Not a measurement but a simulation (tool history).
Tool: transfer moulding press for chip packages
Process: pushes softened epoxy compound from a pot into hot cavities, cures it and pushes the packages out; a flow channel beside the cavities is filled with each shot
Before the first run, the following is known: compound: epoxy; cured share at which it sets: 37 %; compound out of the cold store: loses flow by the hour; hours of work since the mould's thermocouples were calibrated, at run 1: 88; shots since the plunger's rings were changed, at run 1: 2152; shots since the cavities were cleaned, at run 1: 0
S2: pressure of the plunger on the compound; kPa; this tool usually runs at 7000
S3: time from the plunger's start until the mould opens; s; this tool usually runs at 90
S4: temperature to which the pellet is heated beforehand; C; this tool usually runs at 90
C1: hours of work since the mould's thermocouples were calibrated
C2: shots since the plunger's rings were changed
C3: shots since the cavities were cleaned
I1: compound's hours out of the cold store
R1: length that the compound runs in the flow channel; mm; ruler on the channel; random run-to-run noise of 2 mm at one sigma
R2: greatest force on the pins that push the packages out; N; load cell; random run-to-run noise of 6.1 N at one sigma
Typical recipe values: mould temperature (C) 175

{"run": 1, "hour": 0.0, "mould temperature (C)": 175, "S2": 7000, "S3": 90, "S4": 90, "C1": 88, "C2": 2152, "C3": 0, "I1": 42.7, "R1": 863, "R2": 230}
{"run": 2, "hour": 12.0, "mould temperature (C)": 175, "S2": 7000, "S3": 84, "S4": 90, "C1": 94, "C2": 2285, "C3": 133, "I1": 20.6, "R1": 993, "R2": 303}
{"run": 3, "hour": 22.2, "mould temperature (C)": 175, "S2": 7920, "S3": 90, "S4": 90, "C1": 100, "C2": 2397, "C3": 245, "I1": 18.7, "R1": 1068, "R2": 326}
{"run": 4, "hour": 28.2, "mould temperature (C)": 175, "S2": 7920, "S3": 90, "S4": 90, "C1": 104, "C2": 2464, "C3": 312, "I1": 27.5, "R1": 1012, "R2": 342}
{"hour": 31.1, "done": "mould's thermocouples calibrated"}
{"run": 5, "hour": 40.3, "mould temperature (C)": 175, "S2": 7920, "S3": 90, "S4": 90, "C1": 5, "C2": 2575, "C3": 423, "I1": 40.3, "R1": 930, "R2": 339}
{"run": 6, "hour": 52.3, "mould temperature (C)": 175, "S2": 8690, "S3": 90, "S4": 90, "C1": 12, "C2": 2707, "C3": 555, "I1": 13.3, "R1": 1155, "R2": 382}
{"run": 7, "hour": 57.7, "mould temperature (C)": 167, "S2": 5820, "S3": 90, "S4": 87, "C1": 15, "C2": 2767, "C3": 615, "I1": 36.5, "R1": 845, "R2": 543}
{"hour": 65.2, "done": "cavities cleaned with cleaning compound and waxed"}
{"run": 8, "hour": 65.5, "mould temperature (C)": 177, "S2": 5240, "S3": 90, "S4": 87, "C1": 18, "C2": 2836, "C3": 3, "I1": 27.7, "R1": 815, "R2": 222}
{"run": 9, "hour": 74.8, "mould temperature (C)": 177, "S2": 5240, "S3": 90, "S4": 82, "C1": 24, "C2": 2939, "C3": 106, "I1": 36, "R1": 771, "R2": 266}
{"hour": 78.7, "done": "mould's thermocouples calibrated, once more"}
{"run": 10, "hour": 87.7, "mould temperature (C)": 177, "S2": 5240, "S3": 90, "S4": 82, "C1": 5, "C2": 3059, "C3": 226, "I1": 44.6, "R1": 731, "R2": 298}
{"run": 11, "hour": 98.0, "mould temperature (C)": 177, "S2": 5240, "S3": 90, "S4": 90, "C1": 11, "C2": 3173, "C3": 340, "I1": 32, "R1": 789, "R2": 328}

Subtracting, for every run, the result it would have given without the tool's unlogged condition from the measured result gives the following. The same run-to-run variation enters both numbers; the gauge's scatter may not:
What the log doesn't record here: true mould temperature over the reading, C; pressure that reaches the compound, % of what is set; grip of the stained cavities, % over clean ones'; drift of the gauge itself on flow_mm, %; drift of the gauge itself on push_out_n, %.
run=1 R1=-16 R2=-1
run=2 R1=-20 R2=+55
run=3 R1=-23 R2=+91
run=4 R1=-23 R2=+107
run=5 R1=-21 R2=+122
run=6 R1=-28 R2=+152
run=7 R1=-21 R2=+219
run=8 R1=-20 R2=+1
run=9 R1=-21 R2=+43
run=10 R1=-19 R2=+81
run=11 R1=-22 R2=+109
